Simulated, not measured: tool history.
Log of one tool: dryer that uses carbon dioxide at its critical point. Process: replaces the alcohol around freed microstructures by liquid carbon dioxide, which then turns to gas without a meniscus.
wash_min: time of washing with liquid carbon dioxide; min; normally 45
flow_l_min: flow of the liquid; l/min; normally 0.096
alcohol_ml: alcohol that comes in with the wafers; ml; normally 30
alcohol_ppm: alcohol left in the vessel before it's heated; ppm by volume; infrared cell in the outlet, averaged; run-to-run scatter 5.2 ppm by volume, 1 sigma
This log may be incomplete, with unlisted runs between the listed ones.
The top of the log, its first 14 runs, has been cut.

run,hour,wash_min,flow_l_min,alcohol_ml,alcohol_ppm
15,154.9,45,0.0705,30,801
16,166.7,45,0.096,30,272
17,177.9,45,0.096,30,285
18,185.8,45,0.096,91,551
19,202,45,0.096,91,579
20,219.1,45,0.096,30,304
21,235.3,45,0.096,30,321
22,251.4,45,0.096,30,325
23,262.2,45,0.096,30,329
24,271.4,45,0.096,30,338
25,283.8,45,0.096,30,343
26,291.9,32,0.0687,118,12613
27,304.6,52,0.096,56,329
28,314.9,52,0.096,56,327
29,329.4,52,0.096,56,330
# hour 341.3: inlet filter changed
30,344.7,52,0.096,56,266
31,358.2,52,0.096,56,276
32,374.5,53,0.0865,56,354
33,390.1,53,0.0865,56,368

The next listed run, before its measurement:
34,402.4,53,0.0865,56,?

For run 34 the tool returned alcohol_ppm 372 ppm by volume.
Minus the tool's unlogged condition, the same run would have read alcohol_ppm 140 ppm by volume.
